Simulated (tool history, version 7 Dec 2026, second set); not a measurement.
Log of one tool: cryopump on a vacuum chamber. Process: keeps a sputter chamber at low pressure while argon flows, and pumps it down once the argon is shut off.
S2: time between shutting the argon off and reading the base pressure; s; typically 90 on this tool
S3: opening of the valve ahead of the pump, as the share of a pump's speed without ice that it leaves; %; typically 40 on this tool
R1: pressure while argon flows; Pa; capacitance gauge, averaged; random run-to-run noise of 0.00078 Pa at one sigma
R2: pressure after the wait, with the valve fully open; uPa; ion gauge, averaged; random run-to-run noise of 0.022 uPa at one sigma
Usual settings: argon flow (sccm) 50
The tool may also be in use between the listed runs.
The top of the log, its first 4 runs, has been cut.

Run 5, hour 49.2: usual settings but S2 142 s. Result: R1 0.1641 Pa, R2 0.66 uPa.
Run 6, hour 58.2: usual settings but S2 142 s. Result: R1 0.1645 Pa, R2 0.66 uPa.
Run 7, hour 71.3: usual settings. Result: R1 0.1648 Pa, R2 0.77 uPa.
Run 8, hour 89.1: usual settings. Result: R1 0.1657 Pa, R2 0.77 uPa.
Run 9, hour 105.1: usual settings but S2 39 s. Result: R1 0.1644 Pa, R2 1.23 uPa.
Run 10, hour 122.2: usual settings. Result: R1 0.1652 Pa, R2 0.85 uPa.
Run 11, hour 133.7: usual settings but S3 20 %. Result: R1 0.318 Pa, R2 0.78 uPa.
Run 12, hour 149.8: usual settings. Result: R1 0.1658 Pa, R2 0.79 uPa.
Run 13, hour 168.3: usual settings but S3 38 %. Result: R1 0.1737 Pa, R2 0.8 uPa.
Run 14, hour 183.9: usual settings. Result: R1 0.1653 Pa, R2 0.79 uPa.
Run 15, hour 196.4: usual settings. Result: R1 0.1663 Pa, R2 0.81 uPa.
Run 16, hour 208: usual settings but argon flow (sccm) 41. Result: R1 0.1363 Pa, R2 0.78 uPa.
Run 17, hour 216.5: usual settings but argon flow (sccm) 41. Result: R1 0.1362 Pa, R2 0.8 uPa.
Run 18, hour 226.4: usual settings but argon flow (sccm) 40, S2 101 s, S3 54 %. Result: R1 0.1021 Pa, R2 0.77 uPa.
Run 19, hour 235.6: usual settings but argon flow (sccm) 22, S2 38 s, S3 32 %. Result: R1 0.0899 Pa, R2 1.3 uPa.
Run 20, hour 249.9: usual settings but S2 204 s, S3 27 %. Result: R1 0.2414 Pa, R2 0.67 uPa.
Run 21, hour 269.2: usual settings but argon flow (sccm) 32, S2 48 s, S3 16 %. Result: R1 0.2528 Pa, R2 1.13 uPa.
Run 22, hour 281.8: usual settings but argon flow (sccm) 55, S2 37 s, S3 31 %. Result: R1 0.2345 Pa, R2 1.35 uPa.
Run 23, hour 292.4: usual settings but argon flow (sccm) 55, S2 37 s, S3 31 %. Result: R1 0.2352 Pa, R2 1.31 uPa.
Run 24, hour 307.6: usual settings but argon flow (sccm) 30. Result: R1 0.1004 Pa, R2 0.83 uPa.
Run 25, hour 318.3: usual settings but argon flow (sccm) 27, S2 47 s, S3 15 %. Result: R1 0.2265 Pa, R2 1.15 uPa.
Run 26, hour 334.2: usual settings but argon flow (sccm) 45, S2 20 s. Result: R1 0.1529 Pa, R2 2.1 uPa.
Run 27, hour 348.1: usual settings but argon flow (sccm) 42, S2 127 s, S3 30 %. Result: R1 0.1851 Pa, R2 0.73 uPa.
Run 28, hour 365.4: usual settings but argon flow (sccm) 42, S2 145 s, S3 57 %. Result: R1 0.1056 Pa, R2 0.76 uPa.

Expected results for the next run?
Run 29, hour 375.9: usual settings but S3 37 %. Result: R1 ?, R2 ?.

{"run 29": {"R1": 0.184, "R2": 0.86}}
Take away the tool's hidden state, keep the run-to-run variation as it was, and the same run would have given R1 0.1646 Pa, R2 0.56 uPa.
